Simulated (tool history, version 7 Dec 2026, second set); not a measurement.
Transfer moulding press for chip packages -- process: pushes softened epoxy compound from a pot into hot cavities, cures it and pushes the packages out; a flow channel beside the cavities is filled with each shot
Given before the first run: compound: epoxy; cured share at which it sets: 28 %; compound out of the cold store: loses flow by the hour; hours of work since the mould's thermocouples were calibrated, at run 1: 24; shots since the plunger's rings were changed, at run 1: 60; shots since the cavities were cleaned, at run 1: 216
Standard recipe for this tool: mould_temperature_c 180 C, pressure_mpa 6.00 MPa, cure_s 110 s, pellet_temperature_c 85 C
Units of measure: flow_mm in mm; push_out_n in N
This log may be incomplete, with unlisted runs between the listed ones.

run,hour,mould_temperature_c,pressure_mpa,cure_s,pellet_temperature_c,hours of work since the mould's thermocouples were calibrated,shots since the plunger's rings were changed,shots since the cavities were cleaned,incoming compound's hours out of the cold store,flow_mm,push_out_n
1,0.0,180,6.00,110,85,24,60,216,21.6,706,485
2,37.8,180,6.00,110,85,42,333,489,39.0,670,475
# hour 60.3: cavities cleaned with cleaning compound and waxed
3,77.6,180,6.00,110,85,60,609,124,21.9,703,480
4,131.5,180,6.00,110,85,85,998,513,28.9,690,468
# hour 150.0: cavities cleaned with cleaning compound and waxed
5,177.5,180,6.00,110,85,106,1319,198,15.7,714,491
6,219.8,180,6.00,110,85,125,1625,504,16.2,720,483
# hour 239.2: cavities cleaned with cleaning compound and waxed
7,263.5,180,5.39,110,85,145,1929,175,24.3,665,466
8,315.6,180,5.27,110,85,170,2305,551,27.0,654,486
# hour 328.9: cavities cleaned with cleaning compound and waxed
9,342.6,181,5.27,110,85,181,2490,99,24.1,649,455
10,380.7,180,6.00,110,77,199,2764,373,23.9,690,483
# hour 421.5: cavities cleaned with cleaning compound and waxed
11,430.1,180,6.00,110,77,222,3110,62,46.3,652,474
12,454.3,180,6.00,110,75,233,3285,237,29.9,686,468
13,489.4,180,6.00,110,85,249,3538,490,18.6,704,489
# hour 510.6: cavities cleaned with cleaning compound and waxed
14,528.7,180,6.00,110,85,267,3810,130,41.0,665,499
15,559.5,182,6.00,149,89,281,4033,353,42.7,658,425
# hour 591.7: plunger's sealing rings changed
# hour 603.2: cavities cleaned with cleaning compound and waxed
16,603.2,182,6.00,149,89,300,72,0,27.7,689,430
17,636.4,182,6.00,149,89,315,312,240,14.2,720,437
18,687.6,182,6.00,149,89,339,682,610,41.8,661,436
# hour 693.1: cavities cleaned with cleaning compound and waxed
19,745.2,186,6.00,110,91,366,1086,376,31.7,671,443
# hour 782.7: cavities cleaned with cleaning compound and waxed
20,782.7,186,6.00,110,91,382,1346,0,25.9,676,418
21,829.3,186,6.00,110,91,404,1682,336,30.5,666,433
22,866.4,177,4.94,110,88,422,1950,604,8.7,665,553
# hour 871.5: cavities cleaned with cleaning compound and waxed
23,903.6,187,6.00,110,84,438,2208,232,36.6,663,423
24,936.5,187,6.00,110,84,454,2445,469,42.1,652,436
# hour 962.6: cavities cleaned with cleaning compound and waxed
25,980.2,175,6.00,110,88,473,2749,126,14.4,735,605
26,1019.7,176,4.66,134,82,492,3035,412,30.8,614,486
# hour 1050.9: cavities cleaned with cleaning compound and waxed
27,1060.8,180,6.22,100,79,510,3321,72,9.3,753,548

Forecast each of these 5 alternatives for the next run:
A,1106.3,175,6.00,139,77,532,3649,400,42.3,?,?
B,1106.3,180,7.48,117,77,532,3649,400,33.7,?,?
C,1106.3,180,4.92,109,93,532,3649,400,15.3,?,?
D,1106.3,176,6.48,118,85,532,3649,400,15.5,?,?
E,1106.3,180,6.22,100,80,532,3649,400,41.6,?,?

run,flow_mm,push_out_n
A,680,470
B,749,452
C,655,497
D,742,525
E,677,522
Without the tool's unlogged condition, the same runs would have read:
run,flow_mm,push_out_n
A,682,464
B,750,447
C,656,491
D,744,518
E,678,515

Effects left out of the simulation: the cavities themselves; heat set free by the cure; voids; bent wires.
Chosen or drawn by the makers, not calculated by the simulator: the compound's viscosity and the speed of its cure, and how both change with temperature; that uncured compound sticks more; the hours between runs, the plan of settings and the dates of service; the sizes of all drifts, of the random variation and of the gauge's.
